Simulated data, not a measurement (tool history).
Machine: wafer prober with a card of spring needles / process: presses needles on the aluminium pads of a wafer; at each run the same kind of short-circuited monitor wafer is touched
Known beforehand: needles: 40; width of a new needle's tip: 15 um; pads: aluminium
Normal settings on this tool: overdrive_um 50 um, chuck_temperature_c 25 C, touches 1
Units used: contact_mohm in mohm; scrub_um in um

run,day,overdrive_um,chuck_temperature_c,touches,contact_mohm,scrub_um
1,0.000,50,25,1,334,12.23
# day 0.158: tips cleaned on abrasive film
# day 0.917: tips cleaned on abrasive film
# day 1.683: tips cleaned on abrasive film
2,1.838,50,25,1,261,12.10
# day 2.450: tips cleaned on abrasive film
# day 3.062: tips cleaned on abrasive film
3,3.433,50,25,1,306,12.09
# day 3.742: tips cleaned on abrasive film
# day 3.754: height of the first contact set anew
# day 4.517: tips cleaned on abrasive film
# day 5.129: tips cleaned on abrasive film
4,5.192,50,25,1,200,12.59
# day 5.808: tips cleaned on abrasive film
# day 6.571: tips cleaned on abrasive film
5,6.646,50,25,1,186,12.55
# day 7.258: tips cleaned on abrasive film
# day 7.875: tips cleaned on abrasive film
6,8.192,50,25,1,289,12.52
# day 8.500: tips cleaned on abrasive film
# day 9.117: tips cleaned on abrasive film
# day 9.883: tips cleaned on abrasive film
7,10.117,58,25,1,236,14.48
# day 10.575: tips cleaned on abrasive film
# day 11.192: tips cleaned on abrasive film
# day 11.804: tips cleaned on abrasive film
8,11.858,58,25,1,180,14.41
# day 12.471: tips cleaned on abrasive film
# day 13.238: tips cleaned on abrasive film
# day 13.854: tips cleaned on abrasive film
9,14.179,58,25,1,265,14.36
# day 14.488: tips cleaned on abrasive film
# day 15.250: tips cleaned on abrasive film
# day 15.862: tips cleaned on abrasive film
10,16.238,54,32,2,241,13.20

Run 11 has not been measured yet. What should we expect?
# day 16.546: tips cleaned on abrasive film
# day 17.308: tips cleaned on abrasive film
# day 18.075: tips cleaned on abrasive film
# day 18.692: tips cleaned on abrasive film
# day 19.379: tips cleaned on abrasive film
11,19.379,57,94,2,?,?

contact_mohm: 163 mohm
scrub_um: 13.87 um
With the hidden condition absent and the run-to-run variation left alone, this run would have shown contact_mohm 148 mohm, scrub_um 14.50 um.
